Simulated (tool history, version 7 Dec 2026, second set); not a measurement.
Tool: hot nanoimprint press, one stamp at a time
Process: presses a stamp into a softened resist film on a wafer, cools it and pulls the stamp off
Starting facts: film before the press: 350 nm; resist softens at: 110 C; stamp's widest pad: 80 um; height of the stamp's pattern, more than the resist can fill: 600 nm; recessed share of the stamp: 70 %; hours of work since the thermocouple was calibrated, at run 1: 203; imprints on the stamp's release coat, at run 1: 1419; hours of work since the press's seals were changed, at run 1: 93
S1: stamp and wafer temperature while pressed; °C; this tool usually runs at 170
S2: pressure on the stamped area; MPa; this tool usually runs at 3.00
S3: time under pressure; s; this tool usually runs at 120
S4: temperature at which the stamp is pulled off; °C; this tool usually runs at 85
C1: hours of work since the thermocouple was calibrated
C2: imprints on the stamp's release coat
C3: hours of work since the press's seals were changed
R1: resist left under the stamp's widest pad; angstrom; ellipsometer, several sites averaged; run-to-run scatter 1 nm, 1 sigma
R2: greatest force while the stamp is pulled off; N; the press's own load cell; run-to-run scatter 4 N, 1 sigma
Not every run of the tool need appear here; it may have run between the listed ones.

{"run": 1, "hour": 0.0, "S1": 170, "S2": 3.0, "S3": 120, "S4": 85, "C1": 203, "C2": 1419, "C3": 93, "R1": 1681, "R2": 234}
{"run": 2, "hour": 21.3, "S1": 170, "S2": 3.0, "S3": 100, "S4": 85, "C1": 214, "C2": 1494, "C3": 104, "R1": 1804, "R2": 240}
{"run": 3, "hour": 39.7, "S1": 170, "S2": 3.0, "S3": 100, "S4": 85, "C1": 223, "C2": 1559, "C3": 113, "R1": 1809, "R2": 241}
{"run": 4, "hour": 64.3, "S1": 170, "S2": 3.41, "S3": 120, "S4": 85, "C1": 236, "C2": 1646, "C3": 125, "R1": 1604, "R2": 244}
{"run": 5, "hour": 81.5, "S1": 170, "S2": 3.0, "S3": 120, "S4": 85, "C1": 245, "C2": 1706, "C3": 134, "R1": 1702, "R2": 251}
{"run": 6, "hour": 103.9, "S1": 170, "S2": 3.0, "S3": 120, "S4": 85, "C1": 256, "C2": 1785, "C3": 146, "R1": 1720, "R2": 242}
{"run": 7, "hour": 121.7, "S1": 170, "S2": 3.0, "S3": 232, "S4": 85, "C1": 265, "C2": 1848, "C3": 155, "R1": 1314, "R2": 252}
{"hour": 134.9, "done": "stamp cleaned and given a new release coat"}
{"run": 8, "hour": 139.9, "S1": 170, "S2": 3.0, "S3": 120, "S4": 85, "C1": 271, "C2": 17, "C3": 161, "R1": 1722, "R2": 196}
{"hour": 154.0, "done": "plate thermocouple calibrated"}
{"run": 9, "hour": 155.4, "S1": 167, "S2": 2.01, "S3": 142, "S4": 82, "C1": 1, "C2": 62, "C3": 167, "R1": 2195, "R2": 222}
{"run": 10, "hour": 178.1, "S1": 167, "S2": 3.35, "S3": 142, "S4": 77, "C1": 12, "C2": 142, "C3": 178, "R1": 1869, "R2": 244}
{"run": 11, "hour": 194.3, "S1": 176, "S2": 4.65, "S3": 148, "S4": 85, "C1": 20, "C2": 199, "C3": 187, "R1": 883, "R2": 218}
{"run": 12, "hour": 209.4, "S1": 176, "S2": 4.65, "S3": 148, "S4": 85, "C1": 28, "C2": 252, "C3": 194, "R1": 886, "R2": 204}
{"run": 13, "hour": 227.5, "S1": 168, "S2": 3.0, "S3": 120, "S4": 85, "C1": 37, "C2": 316, "C3": 203, "R1": 1966, "R2": 206}
{"run": 14, "hour": 247.2, "S1": 182, "S2": 3.0, "S3": 120, "S4": 75, "C1": 47, "C2": 385, "C3": 213, "R1": 815, "R2": 268}
{"run": 15, "hour": 258.7, "S1": 182, "S2": 3.0, "S3": 120, "S4": 75, "C1": 53, "C2": 426, "C3": 219, "R1": 817, "R2": 272}
{"hour": 268.2, "done": "plate thermocouple calibrated, once more"}
{"run": 16, "hour": 283.1, "S1": 182, "S2": 1.81, "S3": 85, "S4": 81, "C1": 8, "C2": 501, "C3": 230, "R1": 1155, "R2": 226}

Pick out some run-to-run changes in R1. Of each, how much would a tool without hidden state show as well, from the settings, what came in and chance, and how much is left for the hidden state and any gauge scatter not in both results compared?
The tool's hidden condition here consists of: true temperature over the reading, C; pressure that arrives at the usual setting, %; grip of the stamp's worn release coat, % over a new coat's; drift of the gauge itself on residual_nm, %; drift of the gauge itself on pull_off_n, %.
Run 13 -> 14: S1 168 -> 182, S4 85 -> 75. R1 -1151 angstrom: hidden state -64, all else -1087.
